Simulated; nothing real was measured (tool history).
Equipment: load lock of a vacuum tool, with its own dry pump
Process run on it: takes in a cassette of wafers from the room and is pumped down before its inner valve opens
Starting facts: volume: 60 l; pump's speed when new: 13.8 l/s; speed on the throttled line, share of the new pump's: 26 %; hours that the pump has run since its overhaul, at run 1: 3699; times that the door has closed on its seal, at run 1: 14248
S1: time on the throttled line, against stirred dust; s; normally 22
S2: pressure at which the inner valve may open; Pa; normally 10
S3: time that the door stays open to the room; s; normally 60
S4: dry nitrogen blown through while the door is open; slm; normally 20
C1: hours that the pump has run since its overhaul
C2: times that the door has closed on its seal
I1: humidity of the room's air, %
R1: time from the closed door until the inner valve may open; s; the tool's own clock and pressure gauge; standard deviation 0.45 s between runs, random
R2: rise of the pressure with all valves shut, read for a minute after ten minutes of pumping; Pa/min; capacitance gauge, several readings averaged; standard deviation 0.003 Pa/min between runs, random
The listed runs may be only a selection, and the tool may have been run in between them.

run 1 day=0.000 | S1=22 S2=10 S3=60 S4=20 | C1=3699 C2=14248 | I1=45.2 | R1=58.7 R2=0.189
run 2 day=4.971 | S1=22 S2=10 S3=60 S4=20 | C1=3819 C2=14779 | I1=44.3 | R1=58.9 R2=0.198
run 3 day=16.392 | S1=22 S2=10 S3=67 S4=20 | C1=4093 C2=15999 | I1=42.8 | R1=58.8 R2=0.215
run 4 day=22.479 | S1=22 S2=16 S3=60 S4=20 | C1=4239 C2=16650 | I1=41.0 | R1=56.2 R2=0.220
run 5 day=32.079 | S1=22 S2=10 S3=89 S4=20 | C1=4469 C2=17676 | I1=41.3 | R1=58.8 R2=0.250
run 6 day=38.454 | S1=22 S2=10 S3=112 S4=20 | C1=4622 C2=18357 | I1=44.9 | R1=59.2 R2=0.270
run 7 day=47.204 | S1=22 S2=10 S3=112 S4=20 | C1=4832 C2=19292 | I1=47.3 | R1=59.2 R2=0.293
run 8 day=56.333 | S1=22 S2=10 S3=112 S4=20 | C1=5051 C2=20268 | I1=46.8 | R1=59.6 R2=0.312
run 9 day=61.229 | S1=22 S2=10 S3=60 S4=20 | C1=5169 C2=20791 | I1=43.4 | R1=59.0 R2=0.293
run 10 day=68.183 | S1=22 S2=10 S3=60 S4=20 | C1=5336 C2=21534 | I1=43.6 | R1=60.0 R2=0.314
run 11 day=77.542 | S1=22 S2=10 S3=60 S4=20 | C1=5560 C2=22534 | I1=48.4 | R1=59.6 R2=0.331
run 12 day=84.167 | S1=22 S2=10 S3=60 S4=20 | C1=5719 C2=23242 | I1=43.3 | R1=59.9 R2=0.341
run 13 day=95.858 | S1=22 S2=10 S3=60 S4=20 | C1=6000 C2=24492 | I1=44.5 | R1=60.7 R2=0.376
run 14 day=102.521 | S1=22 S2=10 S3=60 S4=20 | C1=6160 C2=25204 | I1=48.6 | R1=59.9 R2=0.390
run 15 day=112.762 | S1=22 S2=10 S3=60 S4=19 | C1=6406 C2=26298 | I1=43.3 | R1=60.7 R2=0.420
run 16 day=122.875 | S1=22 S2=10 S3=43 S4=20 | C1=6648 C2=27378 | I1=47.6 | R1=60.8 R2=0.439
run 17 day=128.658 | S1=22 S2=10 S3=43 S4=20 | C1=6787 C2=27997 | I1=43.1 | R1=60.3 R2=0.456
run 18 day=137.279 | S1=22 S2=10 S3=43 S4=20 | C1=6994 C2=28918 | I1=42.0 | R1=61.2 R2=0.471
run 19 day=147.008 | S1=22 S2=10 S3=43 S4=20 | C1=7228 C2=29958 | I1=42.8 | R1=60.6 R2=0.509
run 20 day=157.271 | S1=22 S2=10 S3=60 S4=9 | C1=7474 C2=31054 | I1=44.3 | R1=61.1 R2=0.556
run 21 day=162.700 | S1=37 S2=10 S3=113 S4=20 | C1=7604 C2=31635 | I1=43.7 | R1=72.4 R2=0.590
-- day=169.079 door's seal changed, seat wiped
run 22 day=169.375 | S1=37 S2=10 S3=113 S4=20 | C1=7763 C2=32 | I1=43.8 | R1=72.3 R2=0.068
run 23 day=175.504 | S1=20 S2=20 S3=60 S4=20 | C1=7910 C2=687 | I1=46.3 | R1=56.8 R2=0.050
run 24 day=184.208 | S1=20 S2=20 S3=60 S4=20 | C1=8119 C2=1617 | I1=42.1 | R1=56.4 R2=0.048
run 25 day=193.488 | S1=26 S2=9 S3=60 S4=13 | C1=8342 C2=2609 | I1=47.5 | R1=65.4 R2=0.066
run 26 day=200.812 | S1=11 S2=9 S3=60 S4=13 | C1=8517 C2=3392 | I1=45.9 | R1=55.2 R2=0.072
run 27 day=211.138 | S1=11 S2=18 S3=60 S4=13 | C1=8765 C2=4495 | I1=44.5 | R1=50.1 R2=0.074
run 28 day=216.767 | S1=11 S2=18 S3=163 S4=37 | C1=8900 C2=5096 | I1=44.9 | R1=50.9 R2=0.096
run 29 day=224.225 | S1=24 S2=10 S3=107 S4=9 | C1=9079 C2=5894 | I1=50.7 | R1=63.7 R2=0.137
run 30 day=233.429 | S1=15 S2=15 S3=60 S4=20 | C1=9300 C2=6877 | I1=45.1 | R1=55.9 R2=0.094
run 31 day=242.508 | S1=25 S2=18 S3=217 S4=20 | C1=9518 C2=7848 | I1=45.6 | R1=61.2 R2=0.162
run 32 day=252.371 | S1=25 S2=18 S3=217 S4=20 | C1=9755 C2=8902 | I1=42.4 | R1=62.5 R2=0.168

Forecast each of these 3 alternatives for the next run:
run A day=261.792 | S1=12 S2=14 S3=217 S4=20 | C1=9981 C2=9908 | I1=46.7 | R1=? R2=?
run B day=261.792 | S1=32 S2=18 S3=36 S4=20 | C1=9981 C2=9908 | I1=47.3 | R1=? R2=?
run C day=261.792 | S1=25 S2=18 S3=63 S4=7 | C1=9981 C2=9908 | I1=45.4 | R1=? R2=?

run=A R1=54.6 R2=0.187
run=B R1=66.8 R2=0.117
run=C R1=62.4 R2=0.151
Take away the tool's hidden state, keep each run's random variation, and the runs would have read:
run=A R1=48.0 R2=0.101
run=B R1=61.5 R2=0.031
run=C R1=56.6 R2=0.066
